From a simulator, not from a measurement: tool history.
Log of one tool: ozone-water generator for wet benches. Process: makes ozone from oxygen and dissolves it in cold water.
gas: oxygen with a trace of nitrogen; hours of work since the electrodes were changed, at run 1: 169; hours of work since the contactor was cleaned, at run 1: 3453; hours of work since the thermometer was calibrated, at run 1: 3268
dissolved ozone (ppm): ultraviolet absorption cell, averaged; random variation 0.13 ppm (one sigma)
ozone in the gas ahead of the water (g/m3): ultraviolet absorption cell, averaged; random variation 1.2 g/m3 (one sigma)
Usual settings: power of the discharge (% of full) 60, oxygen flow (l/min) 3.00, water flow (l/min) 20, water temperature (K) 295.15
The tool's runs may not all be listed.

| run | day | power of the discharge (% of full) | oxygen flow (l/min) | water flow (l/min) | water temperature (K) | hours of work since the electrodes were changed | hours of work since the contactor was cleaned | hours of work since the thermometer was calibrated | dissolved ozone (ppm) | ozone in the gas ahead of the water (g/m3) |
|---|---|---|---|---|---|---|---|---|---|---|
| 1 | 0.000 | 60 | 3.00 | 20 | 295.15 | 169 | 3453 | 3268 | 14.7 | 225.9 |
| 2 | 1.475 | 60 | 3.00 | 20 | 295.15 | 202 | 3487 | 3302 | 14.7 | 226.6 |
| 3 | 2.838 | 60 | 3.00 | 20 | 295.15 | 233 | 3518 | 3333 | 14.5 | 229.2 |
| 4 | 3.488 | 60 | 3.00 | 20 | 295.15 | 248 | 3533 | 3348 | 14.6 | 227.8 |
| 5 | 4.658 | 60 | 3.00 | 20 | 295.15 | 275 | 3560 | 3374 | 14.5 | 227.8 |
| 6 | 5.729 | 78 | 3.00 | 20 | 295.15 | 300 | 3584 | 3399 | 16.9 | 262.9 |
| 7 | 6.404 | 60 | 3.00 | 20 | 295.15 | 315 | 3600 | 3414 | 14.8 | 229.9 |
| 8 | 7.658 | 60 | 3.00 | 20 | 295.15 | 344 | 3628 | 3443 | 14.3 | 228.4 |
| 9 | 8.638 | 60 | 3.00 | 19 | 295.15 | 366 | 3651 | 3465 | 15.2 | 227.6 |
| 10 | 9.825 | 69 | 3.00 | 20 | 295.15 | 393 | 3678 | 3492 | 15.7 | 248.0 |
| 11 | 11.338 | 60 | 3.00 | 23 | 295.15 | 428 | 3713 | 3527 | 12.4 | 228.3 |
| 12 | 11.983 | 60 | 3.00 | 12 | 295.15 | 443 | 3727 | 3542 | 22.9 | 226.0 |
| 13 | 13.150 | 60 | 3.00 | 28 | 295.15 | 469 | 3754 | 3568 | 9.9 | 228.3 |
| 14 | 14.671 | 60 | 3.00 | 28 | 295.15 | 504 | 3789 | 3603 | 10.0 | 230.2 |
| 15 | 15.958 | 60 | 3.00 | 28 | 295.15 | 533 | 3818 | 3633 | 10.1 | 229.7 |
| 16 | 16.608 | 60 | 3.00 | 20 | 295.15 | 548 | 3833 | 3648 | 14.5 | 228.8 |
| 17 | 17.875 | 60 | 3.00 | 20 | 295.15 | 577 | 3862 | 3676 | 14.3 | 228.3 |
| 18 | 18.738 | 60 | 3.00 | 20 | 295.15 | 597 | 3882 | 3696 | 14.6 | 225.6 |
| 19 | 19.471 | 60 | 3.00 | 20 | 295.15 | 614 | 3899 | 3713 | 14.4 | 227.1 |
| 20 | 20.333 | 66 | 3.00 | 19 | 288.15 | 634 | 3918 | 3733 | 17.3 | 241.3 |
| 21 | 21.071 | 66 | 2.16 | 19 | 291.15 | 650 | 3935 | 3749 | 16.5 | 297.1 |
| 22 | 22.000 | 60 | 2.23 | 22 | 295.15 | 672 | 3956 | 3771 | 12.8 | 277.0 |
| 23 | 23.242 | 94 | 3.00 | 13 | 295.15 | 700 | 3985 | 3799 | 27.9 | 290.8 |
| 24 | 24.396 | 43 | 3.00 | 16 | 296.15 | 726 | 4011 | 3825 | 15.0 | 189.9 |
| 25 | 25.396 | 43 | 3.00 | 16 | 296.15 | 749 | 4034 | 3848 | 14.8 | 192.2 |
| 26 | 26.125 | 53 | 3.72 | 20 | 293.15 | 766 | 4051 | 3865 | 14.1 | 187.8 |
| 27 | 27.375 | 80 | 4.26 | 20 | 295.15 | 794 | 4079 | 3894 | 17.1 | 214.0 |
| 28 | 28.433 | 80 | 4.26 | 20 | 295.15 | 819 | 4103 | 3918 | 17.0 | 213.5 |
| 29 | 29.300 | 48 | 2.03 | 20 | 295.15 | 838 | 4123 | 3938 | 12.6 | 260.4 |
| 30 | 30.558 | 48 | 4.88 | 12 | 296.15 | 867 | 4152 | 3966 | 18.9 | 149.3 |
| 31 | 31.342 | 48 | 1.91 | 12 | 296.15 | 885 | 4170 | 3984 | 21.1 | 271.7 |
| 32 | 32.029 | 48 | 1.91 | 12 | 296.15 | 901 | 4186 | 4000 | 20.9 | 272.7 |
| 33 | 33.117 | 60 | 3.00 | 26 | 295.15 | 926 | 4210 | 4025 | 10.8 | 230.5 |

Forecast each of these 3 alternatives for the next run:
| A | 34.450 | 60 | 3.00 | 22 | 291.15 | 956 | 4241 | 4055 | ? | ? |
| B | 34.450 | 79 | 3.00 | 20 | 299.15 | 956 | 4241 | 4055 | ? | ? |
| C | 34.450 | 60 | 1.70 | 21 | 295.15 | 956 | 4241 | 4055 | ? | ? |

| run | dissolved ozone (ppm) | ozone in the gas ahead of the water (g/m3) |
|---|---|---|
| A | 13.7 | 226.9 |
| B | 16.1 | 264.8 |
| C | 13.2 | 327.7 |
Without the tool's hidden state the same runs would have given:
| run | dissolved ozone (ppm) | ozone in the gas ahead of the water (g/m3) |
|---|---|---|
| A | 13.7 | 226.9 |
| B | 16.1 | 264.8 |
| C | 13.2 | 327.8 |

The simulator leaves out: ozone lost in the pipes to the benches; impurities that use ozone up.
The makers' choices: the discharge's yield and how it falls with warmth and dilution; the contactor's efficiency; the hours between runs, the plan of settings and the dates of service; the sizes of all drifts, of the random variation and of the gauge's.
